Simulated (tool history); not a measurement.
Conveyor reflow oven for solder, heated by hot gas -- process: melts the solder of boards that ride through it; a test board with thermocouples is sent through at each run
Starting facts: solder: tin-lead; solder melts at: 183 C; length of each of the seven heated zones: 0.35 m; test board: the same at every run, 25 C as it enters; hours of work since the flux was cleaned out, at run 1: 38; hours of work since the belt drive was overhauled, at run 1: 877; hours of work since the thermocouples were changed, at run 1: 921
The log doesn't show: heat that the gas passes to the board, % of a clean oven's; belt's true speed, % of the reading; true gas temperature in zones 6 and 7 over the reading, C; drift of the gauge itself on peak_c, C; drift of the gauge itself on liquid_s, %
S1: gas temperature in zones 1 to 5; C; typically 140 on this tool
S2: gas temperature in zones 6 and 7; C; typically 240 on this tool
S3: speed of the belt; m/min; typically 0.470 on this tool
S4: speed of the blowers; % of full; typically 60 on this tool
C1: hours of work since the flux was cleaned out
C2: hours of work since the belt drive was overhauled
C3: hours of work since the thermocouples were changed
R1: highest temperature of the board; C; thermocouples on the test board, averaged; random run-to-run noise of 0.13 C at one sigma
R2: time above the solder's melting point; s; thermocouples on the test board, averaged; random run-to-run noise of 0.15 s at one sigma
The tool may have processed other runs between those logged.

run 1 hour=0.0 | S1=140 S2=240 S3=0.470 S4=60 | C1=38 C2=877 C3=921 | R1=220.1 R2=71.6
run 2 hour=18.0 | S1=140 S2=240 S3=0.470 S4=60 | C1=49 C2=887 C3=932 | R1=219.9 R2=71.7
run 3 hour=47.2 | S1=140 S2=240 S3=0.470 S4=60 | C1=66 C2=905 C3=949 | R1=219.7 R2=71.6
run 4 hour=66.7 | S1=140 S2=240 S3=0.470 S4=60 | C1=78 C2=916 C3=961 | R1=219.7 R2=71.5
run 5 hour=102.6 | S1=140 S2=240 S3=0.470 S4=60 | C1=99 C2=938 C3=982 | R1=219.3 R2=71.4
run 6 hour=120.4 | S1=140 S2=240 S3=0.470 S4=60 | C1=110 C2=948 C3=993 | R1=219.3 R2=71.1
run 7 hour=141.3 | S1=140 S2=240 S3=0.470 S4=60 | C1=122 C2=961 C3=1005 | R1=219.3 R2=71.1
run 8 hour=180.3 | S1=140 S2=240 S3=0.470 S4=60 | C1=145 C2=984 C3=1028 | R1=219.0 R2=70.9
run 9 hour=213.9 | S1=140 S2=240 S3=0.470 S4=60 | C1=165 C2=1004 C3=1048 | R1=219.0 R2=70.8
-- hour=222.3 flux residue cleaned out of gas plates and filters
run 10 hour=253.1 | S1=140 S2=240 S3=0.470 S4=60 | C1=18 C2=1024 C3=1068 | R1=220.2 R2=72.2
run 11 hour=293.2 | S1=140 S2=240 S3=0.470 S4=60 | C1=42 C2=1048 C3=1092 | R1=220.2 R2=72.1
run 12 hour=318.3 | S1=140 S2=240 S3=0.470 S4=60 | C1=57 C2=1063 C3=1107 | R1=219.8 R2=72.0
run 13 hour=351.2 | S1=140 S2=240 S3=0.470 S4=60 | C1=77 C2=1082 C3=1127 | R1=219.7 R2=71.6
run 14 hour=380.8 | S1=140 S2=240 S3=0.463 S4=60 | C1=94 C2=1100 C3=1144 | R1=220.1 R2=73.3
run 15 hour=406.4 | S1=140 S2=240 S3=0.463 S4=60 | C1=109 C2=1115 C3=1159 | R1=219.8 R2=73.2
run 16 hour=426.8 | S1=140 S2=240 S3=0.463 S4=60 | C1=121 C2=1127 C3=1171 | R1=219.9 R2=73.0
run 17 hour=462.5 | S1=125 S2=240 S3=0.463 S4=60 | C1=143 C2=1148 C3=1193 | R1=216.6 R2=64.3
run 18 hour=491.4 | S1=125 S2=240 S3=0.463 S4=60 | C1=160 C2=1165 C3=1210 | R1=216.4 R2=64.1
-- hour=508.4 flux residue cleaned out of gas plates and filters
-- hour=512.8 thermocouples of zones 6 and 7 changed
run 19 hour=535.3 | S1=153 S2=243 S3=0.532 S4=60 | C1=15 C2=1187 C3=13 | R1=222.8 R2=70.9
run 20 hour=560.1 | S1=153 S2=233 S3=0.532 S4=64 | C1=30 C2=1202 C3=28 | R1=215.5 R2=65.8
run 21 hour=587.9 | S1=153 S2=240 S3=0.463 S4=60 | C1=46 C2=1219 C3=45 | R1=224.1 R2=83.7
run 22 hour=621.4 | S1=153 S2=240 S3=0.463 S4=60 | C1=66 C2=1239 C3=64 | R1=224.1 R2=83.4
-- hour=642.7 belt drive overhauled, speed set with a stopwatch
run 23 hour=661.0 | S1=140 S2=248 S3=0.491 S4=59 | C1=87 C2=11 C3=86 | R1=224.7 R2=70.0
run 24 hour=684.3 | S1=140 S2=240 S3=0.529 S4=70 | C1=101 C2=25 C3=99 | R1=218.7 R2=60.4
run 25 hour=716.5 | S1=140 S2=253 S3=0.440 S4=70 | C1=120 C2=44 C3=119 | R1=235.9 R2=86.5
run 26 hour=748.0 | S1=140 S2=253 S3=0.440 S4=70 | C1=139 C2=62 C3=137 | R1=235.8 R2=86.8
run 27 hour=780.0 | S1=154 S2=240 S3=0.422 S4=60 | C1=158 C2=81 C3=156 | R1=225.2 R2=89.9
-- hour=800.7 flux residue cleaned out of gas plates and filters
run 28 hour=812.8 | S1=143 S2=241 S3=0.470 S4=60 | C1=7 C2=98 C3=173 | R1=221.8 R2=72.8
run 29 hour=856.6 | S1=143 S2=241 S3=0.470 S4=52 | C1=33 C2=124 C3=199 | R1=218.8 R2=69.8
run 30 hour=884.6 | S1=143 S2=241 S3=0.470 S4=52 | C1=50 C2=141 C3=215 | R1=218.9 R2=69.4
run 31 hour=921.8 | S1=143 S2=241 S3=0.470 S4=52 | C1=72 C2=163 C3=237 | R1=218.4 R2=69.4

3 options for the next run, each taken on its own from the tool as it stands now. Forecast them:
run A hour=963.9 | S1=147 S2=246 S3=0.470 S4=67 | C1=97 C2=188 C3=262 | R1=? R2=?
run B hour=963.9 | S1=143 S2=249 S3=0.409 S4=52 | C1=97 C2=188 C3=262 | R1=? R2=?
run C hour=963.9 | S1=143 S2=251 S3=0.508 S4=63 | C1=97 C2=188 C3=262 | R1=? R2=?

run=A R1=228.2 R2=79.8
run=B R1=230.1 R2=91.3
run=C R1=227.4 R2=71.0
With no hidden state in the tool, these same runs would have given:
run=A R1=230.0 R2=80.6
run=B R1=231.7 R2=92.0
run=C R1=229.3 R2=71.9
